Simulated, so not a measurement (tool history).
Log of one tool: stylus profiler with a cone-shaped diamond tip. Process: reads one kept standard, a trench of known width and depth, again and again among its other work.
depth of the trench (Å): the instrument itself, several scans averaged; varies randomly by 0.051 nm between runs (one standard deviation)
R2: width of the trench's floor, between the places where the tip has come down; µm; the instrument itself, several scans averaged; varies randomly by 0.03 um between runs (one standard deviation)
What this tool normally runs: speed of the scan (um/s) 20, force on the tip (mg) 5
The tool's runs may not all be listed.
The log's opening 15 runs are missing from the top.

{"day": 7.242, "done": "height scale calibrated on a step standard, once more"}
{"run": 16, "day": 7.271, "speed of the scan (um/s)": 20, "force on the tip (mg)": 5, "depth of the trench (Å)": 1016.4, "R2": 17.7}
{"run": 17, "day": 7.742, "speed of the scan (um/s)": 20, "force on the tip (mg)": 5, "depth of the trench (Å)": 1018.3, "R2": 17.7}
{"run": 18, "day": 8.217, "speed of the scan (um/s)": 20, "force on the tip (mg)": 5, "depth of the trench (Å)": 1016.9, "R2": 17.67}
{"run": 19, "day": 8.558, "speed of the scan (um/s)": 59, "force on the tip (mg)": 3.56, "depth of the trench (Å)": 1013.4, "R2": 17.51}
{"run": 20, "day": 8.829, "speed of the scan (um/s)": 21, "force on the tip (mg)": 1.87, "depth of the trench (Å)": 1008.4, "R2": 17.62}
{"run": 21, "day": 9.183, "speed of the scan (um/s)": 21, "force on the tip (mg)": 1.87, "depth of the trench (Å)": 1008.1, "R2": 17.53}
{"run": 22, "day": 9.583, "speed of the scan (um/s)": 21, "force on the tip (mg)": 1.87, "depth of the trench (Å)": 1008.1, "R2": 17.55}
{"run": 23, "day": 10.004, "speed of the scan (um/s)": 21, "force on the tip (mg)": 9.13, "depth of the trench (Å)": 1026.8, "R2": 17.65}
{"run": 24, "day": 10.625, "speed of the scan (um/s)": 21, "force on the tip (mg)": 9.13, "depth of the trench (Å)": 1026.2, "R2": 17.66}
{"run": 25, "day": 11.162, "speed of the scan (um/s)": 21, "force on the tip (mg)": 9.13, "depth of the trench (Å)": 1025.7, "R2": 17.66}
{"run": 26, "day": 11.538, "speed of the scan (um/s)": 22, "force on the tip (mg)": 3.21, "depth of the trench (Å)": 1012.2, "R2": 17.62}
{"run": 27, "day": 12.146, "speed of the scan (um/s)": 15, "force on the tip (mg)": 14.9, "depth of the trench (Å)": 1037.4, "R2": 17.7}
{"run": 28, "day": 12.542, "speed of the scan (um/s)": 14, "force on the tip (mg)": 5.56, "depth of the trench (Å)": 1019, "R2": 17.64}
{"run": 29, "day": 12.971, "speed of the scan (um/s)": 39, "force on the tip (mg)": 3.22, "depth of the trench (Å)": 1013.3, "R2": 17.58}
{"run": 30, "day": 13.3, "speed of the scan (um/s)": 39, "force on the tip (mg)": 3.22, "depth of the trench (Å)": 1012.7, "R2": 17.55}
{"run": 31, "day": 13.671, "speed of the scan (um/s)": 54, "force on the tip (mg)": 13.75, "depth of the trench (Å)": 1035.2, "R2": 17.56}

What if the next run were any one of these 3? Each begins from the tool's condition after run 31:
{"run": "A", "day": 13.942, "speed of the scan (um/s)": 76, "force on the tip (mg)": 3.56, "depth of the trench (Å)": "?", "R2": "?"}
{"run": "B", "day": 13.942, "speed of the scan (um/s)": 11, "force on the tip (mg)": 8.89, "depth of the trench (Å)": "?", "R2": "?"}
{"run": "C", "day": 13.942, "speed of the scan (um/s)": 20, "force on the tip (mg)": 3.94, "depth of the trench (Å)": "?", "R2": "?"}

run=A depth_of_the_trench_(Å)=1013.7 R2=17.37
run=B depth_of_the_trench_(Å)=1026.7 R2=17.71
run=C depth_of_the_trench_(Å)=1015.3 R2=17.57
Stripped of hidden state, with their random variation kept, the same runs would have yielded:
run=A depth_of_the_trench_(Å)=1014.3 R2=17.69
run=B depth_of_the_trench_(Å)=1027.3 R2=18.03
run=C depth_of_the_trench_(Å)=1015.9 R2=17.89

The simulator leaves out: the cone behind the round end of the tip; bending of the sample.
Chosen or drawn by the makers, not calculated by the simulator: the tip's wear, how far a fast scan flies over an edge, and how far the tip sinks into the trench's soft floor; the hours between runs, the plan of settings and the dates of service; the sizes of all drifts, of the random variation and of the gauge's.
